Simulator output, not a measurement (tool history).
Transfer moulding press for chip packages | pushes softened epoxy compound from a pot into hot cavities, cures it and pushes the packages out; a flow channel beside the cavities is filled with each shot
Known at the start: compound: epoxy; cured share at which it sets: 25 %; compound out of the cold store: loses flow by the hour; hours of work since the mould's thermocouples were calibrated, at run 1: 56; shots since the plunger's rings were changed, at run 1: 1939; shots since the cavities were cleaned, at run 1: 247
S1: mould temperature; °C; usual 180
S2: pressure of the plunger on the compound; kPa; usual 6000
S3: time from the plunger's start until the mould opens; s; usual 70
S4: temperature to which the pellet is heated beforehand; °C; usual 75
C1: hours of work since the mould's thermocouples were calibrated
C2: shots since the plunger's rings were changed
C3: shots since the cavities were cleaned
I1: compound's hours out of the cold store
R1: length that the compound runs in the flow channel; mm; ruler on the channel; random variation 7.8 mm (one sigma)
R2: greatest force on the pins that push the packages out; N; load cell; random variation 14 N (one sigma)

Run 1, day 0: usual settings; C1 56; C2 1939; C3 247; I1 35.7. Result: R1 810 mm, R2 733 N.
Run 2, day 0.808: usual settings but S4 82 °C; C1 67; C2 2187; C3 495; I1 23.8. Result: R1 826 mm, R2 860 N.
Run 3, day 1.533: usual settings but S4 82 °C; C1 76; C2 2410; C3 718; I1 40.4. Result: R1 784 mm, R2 878 N.
At day 2.242: cavities cleaned with cleaning compound and waxed.
Run 4, day 2.279: usual settings but S4 82 °C; C1 85; C2 2619; C3 11; I1 34.4. Result: R1 806 mm, R2 663 N.
Run 5, day 3.133: usual settings; C1 97; C2 2882; C3 274; I1 25.8. Result: R1 825 mm, R2 825 N.
Run 6, day 3.983: usual settings; C1 108; C2 3142; C3 534; I1 27.4. Result: R1 820 mm, R2 889 N.
Run 7, day 4.6: usual settings; C1 116; C2 3332; C3 724; I1 35.2. Result: R1 794 mm, R2 910 N.
At day 5.329: cavities cleaned with cleaning compound and waxed.
Run 8, day 5.579: usual settings but S4 78 °C; C1 128; C2 3613; C3 77; I1 45.6. Result: R1 759 mm, R2 698 N.
Run 9, day 6.142: usual settings but S4 78 °C; C1 135; C2 3785; C3 249; I1 35.5. Result: R1 788 mm, R2 796 N.
Run 10, day 6.817: usual settings but S4 78 °C; C1 144; C2 3993; C3 457; I1 33.9. Result: R1 786 mm, R2 862 N.
Run 11, day 7.225: usual settings; C1 149; C2 4119; C3 583; I1 39.7. Result: R1 767 mm, R2 906 N.
Run 12, day 7.988: usual settings but S3 74 s; C1 159; C2 4353; C3 817; I1 18.9. Result: R1 835 mm, R2 830 N.
At day 8.404: cavities cleaned with cleaning compound and waxed.
Run 13, day 8.492: usual settings but S3 74 s; C1 165; C2 4487; C3 27; I1 27.9. Result: R1 790 mm, R2 585 N.

Run 14 comes next. What will it give?
At day 8.612: mould's thermocouples calibrated.
At day 8.958: plunger's sealing rings changed.
Run 14, day 9.446: usual settings; C1 10; C2 149; C3 263; I1 46.1. Result: R1 ?, R2 ?.

Run 14 gave R1 807 mm, R2 776 N.
Without the tool's hidden state the same run would have given R1 808 mm, R2 647 N.

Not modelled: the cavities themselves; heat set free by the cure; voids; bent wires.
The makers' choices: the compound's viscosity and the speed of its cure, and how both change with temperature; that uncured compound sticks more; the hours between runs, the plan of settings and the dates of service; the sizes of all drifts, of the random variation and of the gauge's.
